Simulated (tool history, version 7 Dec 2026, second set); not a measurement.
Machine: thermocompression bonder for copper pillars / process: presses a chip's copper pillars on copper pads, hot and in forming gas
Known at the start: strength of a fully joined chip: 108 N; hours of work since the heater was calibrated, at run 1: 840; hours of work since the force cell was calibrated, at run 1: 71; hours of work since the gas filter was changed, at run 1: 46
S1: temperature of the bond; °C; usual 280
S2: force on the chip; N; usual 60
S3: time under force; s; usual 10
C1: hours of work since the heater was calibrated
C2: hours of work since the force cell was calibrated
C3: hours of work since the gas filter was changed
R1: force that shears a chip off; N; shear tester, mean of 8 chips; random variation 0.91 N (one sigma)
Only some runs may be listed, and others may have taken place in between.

| run | hour | S1 | S2 | S3 | C1 | C2 | C3 | R1 |
|---|---|---|---|---|---|---|---|---|
| 1 | 0 | 280 | 60 | 10 | 840 | 71 | 46 | 70.4 |
| 2 | 28.1 | 280 | 84 | 10 | 851 | 83 | 58 | 80.2 |
| 3 | 81 | 280 | 84 | 10 | 873 | 104 | 79 | 79.2 |
| 4 | 124.4 | 280 | 60 | 10 | 890 | 122 | 97 | 70.7 |
| 5 | 176 | 280 | 60 | 10 | 911 | 143 | 118 | 67.6 |
| 6 | 216.5 | 280 | 60 | 18 | 928 | 160 | 134 | 78.1 |
| 7 | 271.5 | 280 | 60 | 18 | 950 | 182 | 157 | 78 |
| 8 | 314.6 | 280 | 60 | 10 | 968 | 200 | 174 | 68.3 |
| 9 | 374 | 295 | 60 | 10 | 992 | 224 | 199 | 77.4 |
| 10 | 436.6 | 295 | 60 | 10 | 1017 | 249 | 224 | 77.6 |
|  | 481.2 | forming gas filter changed |
| 11 | 503.1 | 282 | 60 | 10 | 1044 | 276 | 9 | 72.3 |
| 12 | 564.4 | 280 | 64 | 10 | 1069 | 301 | 34 | 71.4 |
| 13 | 595.8 | 271 | 60 | 10 | 1082 | 314 | 47 | 62.2 |
| 14 | 658.4 | 280 | 70 | 10 | 1108 | 339 | 72 | 71.8 |
| 15 | 710.9 | 281 | 60 | 10 | 1129 | 361 | 94 | 67.9 |
| 16 | 751.8 | 280 | 47 | 10 | 1146 | 377 | 110 | 60.1 |
| 17 | 798.7 | 280 | 47 | 10 | 1165 | 396 | 129 | 58.4 |
| 18 | 837.3 | 280 | 65 | 10 | 1180 | 412 | 145 | 68 |
| 19 | 895.6 | 280 | 65 | 5 | 1204 | 436 | 169 | 55.3 |
| 20 | 951.6 | 280 | 65 | 5 | 1227 | 459 | 192 | 54.2 |
| 21 | 991.7 | 310 | 59 | 15 | 1243 | 475 | 208 | 91.4 |
| 22 | 1052 | 310 | 59 | 15 | 1268 | 500 | 232 | 90.7 |
|  | 1074.8 | forming gas filter changed |
| 23 | 1080.5 | 286 | 59 | 15 | 1279 | 511 | 2 | 79.6 |
| 24 | 1108.3 | 252 | 56 | 22 | 1291 | 522 | 14 | 58.1 |
| 25 | 1157.6 | 252 | 56 | 22 | 1311 | 542 | 34 | 56.1 |
| 26 | 1203.3 | 252 | 56 | 22 | 1329 | 561 | 52 | 57 |

Estimate the outcome of run 27 from the log above:
| 27 | 1258.9 | 274 | 46 | 13 | 1352 | 584 | 75 | ? |

{"run 27": {"R1": 58.8}}
If the tool had no hidden condition, the same run with the same run-to-run variation would have returned R1 68.5 N.
